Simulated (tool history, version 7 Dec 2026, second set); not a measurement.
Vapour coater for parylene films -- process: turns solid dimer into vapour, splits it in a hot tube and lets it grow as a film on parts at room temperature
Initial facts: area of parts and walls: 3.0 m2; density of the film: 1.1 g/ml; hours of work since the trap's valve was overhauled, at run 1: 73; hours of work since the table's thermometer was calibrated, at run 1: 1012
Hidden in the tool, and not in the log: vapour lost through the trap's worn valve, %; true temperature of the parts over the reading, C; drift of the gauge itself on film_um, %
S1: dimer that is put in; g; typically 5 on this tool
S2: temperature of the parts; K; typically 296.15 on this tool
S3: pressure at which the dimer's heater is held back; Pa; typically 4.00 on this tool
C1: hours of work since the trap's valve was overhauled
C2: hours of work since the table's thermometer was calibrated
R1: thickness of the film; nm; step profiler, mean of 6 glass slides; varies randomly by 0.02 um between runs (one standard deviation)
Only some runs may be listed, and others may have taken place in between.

run 1 hour=0.0 | S1=5 S2=296.15 S3=4.00 | C1=73 C2=1012 | R1=1050
run 2 hour=65.9 | S1=5 S2=296.15 S3=4.00 | C1=109 C2=1048 | R1=1040
run 3 hour=110.3 | S1=5 S2=288.15 S3=4.00 | C1=134 C2=1073 | R1=1290
run 4 hour=166.2 | S1=5 S2=288.15 S3=4.00 | C1=165 C2=1104 | R1=1280
run 5 hour=208.1 | S1=5 S2=288.15 S3=4.00 | C1=188 C2=1127 | R1=1290
run 6 hour=274.8 | S1=2 S2=288.15 S3=4.00 | C1=225 C2=1164 | R1=530
run 7 hour=310.6 | S1=2 S2=296.15 S3=4.00 | C1=244 C2=1183 | R1=430
-- hour=346.2 trap's valve overhauled
run 8 hour=371.5 | S1=5 S2=296.15 S3=2.51 | C1=14 C2=1215 | R1=1090
run 9 hour=443.7 | S1=5 S2=295.15 S3=2.51 | C1=54 C2=1255 | R1=1140
run 10 hour=508.5 | S1=5 S2=295.15 S3=2.51 | C1=90 C2=1290 | R1=1170
run 11 hour=582.7 | S1=5 S2=295.15 S3=2.51 | C1=131 C2=1331 | R1=1130
run 12 hour=637.3 | S1=5 S2=296.15 S3=6.70 | C1=161 C2=1361 | R1=980
run 13 hour=685.1 | S1=5 S2=296.15 S3=6.70 | C1=187 C2=1388 | R1=1000
run 14 hour=758.2 | S1=5 S2=296.15 S3=5.25 | C1=227 C2=1428 | R1=1010
run 15 hour=791.6 | S1=5 S2=288.15 S3=4.00 | C1=246 C2=1447 | R1=1240
-- hour=822.1 trap's valve overhauled
run 16 hour=865.4 | S1=5 S2=288.15 S3=4.00 | C1=24 C2=1485 | R1=1260
run 17 hour=933.7 | S1=5 S2=296.15 S3=4.00 | C1=62 C2=1523 | R1=1040
run 18 hour=993.6 | S1=5 S2=296.15 S3=4.00 | C1=95 C2=1556 | R1=1020
run 19 hour=1028.9 | S1=5 S2=296.15 S3=4.00 | C1=114 C2=1575 | R1=1020
run 20 hour=1097.2 | S1=5 S2=296.15 S3=4.00 | C1=152 C2=1613 | R1=1020
run 21 hour=1160.3 | S1=5 S2=296.15 S3=4.00 | C1=187 C2=1648 | R1=1030
run 22 hour=1219.2 | S1=3 S2=296.15 S3=4.00 | C1=219 C2=1680 | R1=640
run 23 hour=1258.7 | S1=3 S2=296.15 S3=4.00 | C1=241 C2=1702 | R1=580
-- hour=1298.7 trap's valve overhauled
run 24 hour=1305.6 | S1=2 S2=296.15 S3=4.00 | C1=4 C2=1726 | R1=440
run 25 hour=1354.6 | S1=2 S2=289.15 S3=4.94 | C1=31 C2=1753 | R1=480
run 26 hour=1416.9 | S1=4 S2=296.15 S3=10.65 | C1=65 C2=1787 | R1=720
run 27 hour=1468.7 | S1=4 S2=296.15 S3=10.65 | C1=94 C2=1816 | R1=710
run 28 hour=1536.8 | S1=5 S2=296.15 S3=9.18 | C1=131 C2=1854 | R1=920
run 29 hour=1604.4 | S1=5 S2=296.15 S3=4.41 | C1=169 C2=1891 | R1=1010
run 30 hour=1637.4 | S1=5 S2=296.15 S3=4.41 | C1=187 C2=1909 | R1=1020
run 31 hour=1699.3 | S1=3 S2=298.15 S3=4.00 | C1=221 C2=1943 | R1=600
run 32 hour=1738.8 | S1=3 S2=298.15 S3=4.00 | C1=243 C2=1965 | R1=590
-- hour=1773.8 trap's valve overhauled
run 33 hour=1795.4 | S1=3 S2=294.15 S3=4.00 | C1=12 C2=1994 | R1=660
run 34 hour=1860.3 | S1=5 S2=296.15 S3=3.85 | C1=48 C2=2030 | R1=1060
run 35 hour=1924.2 | S1=7 S2=295.15 S3=3.05 | C1=83 C2=2065 | R1=1540
run 36 hour=1983.8 | S1=4 S2=295.15 S3=10.42 | C1=116 C2=2098 | R1=750
run 37 hour=2035.7 | S1=3 S2=298.15 S3=5.24 | C1=145 C2=2127 | R1=570
run 38 hour=2106.1 | S1=5 S2=298.15 S3=2.43 | C1=183 C2=2166 | R1=1060
run 39 hour=2150.2 | S1=5 S2=298.15 S3=2.43 | C1=208 C2=2190 | R1=1050
run 40 hour=2188.7 | S1=2 S2=298.15 S3=11.10 | C1=229 C2=2211 | R1=320
-- hour=2252.2 trap's valve overhauled
run 41 hour=2258.8 | S1=6 S2=293.15 S3=4.00 | C1=4 C2=2248 | R1=1340
run 42 hour=2330.4 | S1=4 S2=293.15 S3=4.00 | C1=43 C2=2287 | R1=890
run 43 hour=2379.7 | S1=9 S2=293.15 S3=4.17 | C1=70 C2=2315 | R1=2020
run 44 hour=2432.7 | S1=5 S2=305.15 S3=3.07 | C1=100 C2=2344 | R1=880
run 45 hour=2464.1 | S1=8 S2=289.15 S3=8.00 | C1=117 C2=2361 | R1=1790
-- hour=2496.9 table's thermometer calibrated
run 46 hour=2531.7 | S1=5 S2=296.15 S3=5.34 | C1=154 C2=19 | R1=1000

Here are 5 independent what-if runs from the current tool condition. What would each one return?
run A hour=2566.3 | S1=5 S2=288.15 S3=4.00 | C1=173 C2=38 | R1=?
run B hour=2566.3 | S1=4 S2=296.15 S3=4.00 | C1=173 C2=38 | R1=?
run C hour=2566.3 | S1=5 S2=290.15 S3=4.13 | C1=173 C2=38 | R1=?
run D hour=2566.3 | S1=5 S2=293.15 S3=3.06 | C1=173 C2=38 | R1=?
run E hour=2566.3 | S1=5 S2=296.15 S3=2.45 | C1=173 C2=38 | R1=?

run=A R1=1300
run=B R1=810
run=C R1=1230
run=D R1=1160
run=E R1=1110
Had the tool no hidden state, the same runs would have come out as:
run=A R1=1300
run=B R1=810
run=C R1=1230
run=D R1=1170
run=E R1=1110

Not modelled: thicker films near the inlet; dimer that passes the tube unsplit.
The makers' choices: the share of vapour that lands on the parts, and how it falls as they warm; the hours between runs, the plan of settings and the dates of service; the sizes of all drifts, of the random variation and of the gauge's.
